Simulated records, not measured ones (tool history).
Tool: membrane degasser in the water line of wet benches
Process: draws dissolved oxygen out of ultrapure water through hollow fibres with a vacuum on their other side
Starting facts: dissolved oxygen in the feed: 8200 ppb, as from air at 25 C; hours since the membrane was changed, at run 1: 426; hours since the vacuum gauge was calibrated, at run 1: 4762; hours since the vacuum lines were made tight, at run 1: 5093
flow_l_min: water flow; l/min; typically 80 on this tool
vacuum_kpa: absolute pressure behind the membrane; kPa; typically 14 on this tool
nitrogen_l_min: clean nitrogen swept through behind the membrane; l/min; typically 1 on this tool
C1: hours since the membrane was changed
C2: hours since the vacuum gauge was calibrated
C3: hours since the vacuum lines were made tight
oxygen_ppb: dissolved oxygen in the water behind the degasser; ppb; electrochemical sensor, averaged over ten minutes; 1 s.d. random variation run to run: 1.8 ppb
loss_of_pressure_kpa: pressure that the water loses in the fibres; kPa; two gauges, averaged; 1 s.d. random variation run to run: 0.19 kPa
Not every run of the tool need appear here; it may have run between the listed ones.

run 1 day=0 | flow_l_min=80 vacuum_kpa=14 nitrogen_l_min=1 | C1=426 C2=4762 C3=5093 | oxygen_ppb=1322.5 loss_of_pressure_kpa=38.69
run 2 day=3.688 | flow_l_min=80 vacuum_kpa=14 nitrogen_l_min=1 | C1=515 C2=4851 C3=5181 | oxygen_ppb=1324.4 loss_of_pressure_kpa=38.57
run 3 day=6.142 | flow_l_min=108 vacuum_kpa=14 nitrogen_l_min=1 | C1=574 C2=4910 C3=5240 | oxygen_ppb=1613.4 loss_of_pressure_kpa=52.19
run 4 day=10.588 | flow_l_min=108 vacuum_kpa=14 nitrogen_l_min=1 | C1=681 C2=5016 C3=5347 | oxygen_ppb=1614.1 loss_of_pressure_kpa=52.14
run 5 day=12.521 | flow_l_min=80 vacuum_kpa=14 nitrogen_l_min=1 | C1=727 C2=5063 C3=5393 | oxygen_ppb=1322.6 loss_of_pressure_kpa=38.59
run 6 day=15.338 | flow_l_min=80 vacuum_kpa=11.6 nitrogen_l_min=1 | C1=795 C2=5130 C3=5461 | oxygen_ppb=1067.4 loss_of_pressure_kpa=38.47
run 7 day=17.917 | flow_l_min=80 vacuum_kpa=11.6 nitrogen_l_min=1 | C1=856 C2=5192 C3=5523 | oxygen_ppb=1068.3 loss_of_pressure_kpa=38.47
run 8 day=22.354 | flow_l_min=80 vacuum_kpa=11.6 nitrogen_l_min=1 | C1=963 C2=5299 C3=5629 | oxygen_ppb=1067.3 loss_of_pressure_kpa=38.67
run 9 day=24.775 | flow_l_min=80 vacuum_kpa=11.6 nitrogen_l_min=1 | C1=1021 C2=5357 C3=5687 | oxygen_ppb=1068.3 loss_of_pressure_kpa=38.52
run 10 day=28.533 | flow_l_min=80 vacuum_kpa=14 nitrogen_l_min=0.65 | C1=1111 C2=5447 C3=5777 | oxygen_ppb=1687.9 loss_of_pressure_kpa=39.18
run 11 day=31.529 | flow_l_min=80 vacuum_kpa=14 nitrogen_l_min=0.65 | C1=1183 C2=5519 C3=5849 | oxygen_ppb=1680.3 loss_of_pressure_kpa=38.93
run 12 day=35.404 | flow_l_min=63 vacuum_kpa=28 nitrogen_l_min=1.15 | C1=1276 C2=5612 C3=5942 | oxygen_ppb=2057.4 loss_of_pressure_kpa=30.22
run 13 day=38.983 | flow_l_min=80 vacuum_kpa=10.4 nitrogen_l_min=0.57 | C1=1362 C2=5698 C3=6028 | oxygen_ppb=1270.6 loss_of_pressure_kpa=38.36
run 14 day=42.817 | flow_l_min=80 vacuum_kpa=10.4 nitrogen_l_min=0.57 | C1=1454 C2=5790 C3=6120 | oxygen_ppb=1267.7 loss_of_pressure_kpa=38.41
run 15 day=46.992 | flow_l_min=77 vacuum_kpa=17.1 nitrogen_l_min=1 | C1=1554 C2=5890 C3=6220 | oxygen_ppb=1597.8 loss_of_pressure_kpa=37.32
run 16 day=48.983 | flow_l_min=80 vacuum_kpa=13 nitrogen_l_min=1 | C1=1602 C2=5938 C3=6268 | oxygen_ppb=1215.7 loss_of_pressure_kpa=38.67
run 17 day=52.842 | flow_l_min=80 vacuum_kpa=13 nitrogen_l_min=1 | C1=1695 C2=6030 C3=6361 | oxygen_ppb=1219.8 loss_of_pressure_kpa=38.64
run 18 day=55.254 | flow_l_min=80 vacuum_kpa=13 nitrogen_l_min=1 | C1=1753 C2=6088 C3=6419 | oxygen_ppb=1219 loss_of_pressure_kpa=38.74
run 19 day=57.588 | flow_l_min=72 vacuum_kpa=14 nitrogen_l_min=1.11 | C1=1809 C2=6144 C3=6475 | oxygen_ppb=1151.5 loss_of_pressure_kpa=34.65
run 20 day=60.542 | flow_l_min=82 vacuum_kpa=18.8 nitrogen_l_min=1 | C1=1879 C2=6215 C3=6546 | oxygen_ppb=1824.2 loss_of_pressure_kpa=39.41
run 21 day=62.554 | flow_l_min=78 vacuum_kpa=10.4 nitrogen_l_min=0.77 | C1=1928 C2=6263 C3=6594 | oxygen_ppb=1069.2 loss_of_pressure_kpa=38.12
run 22 day=66.2 | flow_l_min=78 vacuum_kpa=10.4 nitrogen_l_min=0.77 | C1=2015 C2=6351 C3=6681 | oxygen_ppb=1068.9 loss_of_pressure_kpa=37.68

Here are 5 independent what-if runs from the current tool condition. What would each one return?
run A day=70.525 | flow_l_min=75 vacuum_kpa=20.3 nitrogen_l_min=0.77 | C1=2119 C2=6455 C3=6785 | oxygen_ppb=? loss_of_pressure_kpa=?
run B day=70.525 | flow_l_min=103 vacuum_kpa=15 nitrogen_l_min=0.44 | C1=2119 C2=6455 C3=6785 | oxygen_ppb=? loss_of_pressure_kpa=?
run C day=70.525 | flow_l_min=101 vacuum_kpa=14 nitrogen_l_min=1 | C1=2119 C2=6455 C3=6785 | oxygen_ppb=? loss_of_pressure_kpa=?
run D day=70.525 | flow_l_min=80 vacuum_kpa=14 nitrogen_l_min=1.3 | C1=2119 C2=6455 C3=6785 | oxygen_ppb=? loss_of_pressure_kpa=?
run E day=70.525 | flow_l_min=78 vacuum_kpa=10.4 nitrogen_l_min=1.83 | C1=2119 C2=6455 C3=6785 | oxygen_ppb=? loss_of_pressure_kpa=?

run=A oxygen_ppb=2151.6 loss_of_pressure_kpa=36.4
run=B oxygen_ppb=2459.9 loss_of_pressure_kpa=49.6
run=C oxygen_ppb=1545.8 loss_of_pressure_kpa=49.06
run=D oxygen_ppb=1127.5 loss_of_pressure_kpa=38.63
run=E oxygen_ppb=618.6 loss_of_pressure_kpa=37.43
With the hidden condition removed and each run's random variation left untouched, the same runs would have given:
run=A oxygen_ppb=2151.5 loss_of_pressure_kpa=36.39
run=B oxygen_ppb=2459.8 loss_of_pressure_kpa=49.59
run=C oxygen_ppb=1545.7 loss_of_pressure_kpa=49.06
run=D oxygen_ppb=1127.4 loss_of_pressure_kpa=38.63
run=E oxygen_ppb=618.5 loss_of_pressure_kpa=37.42
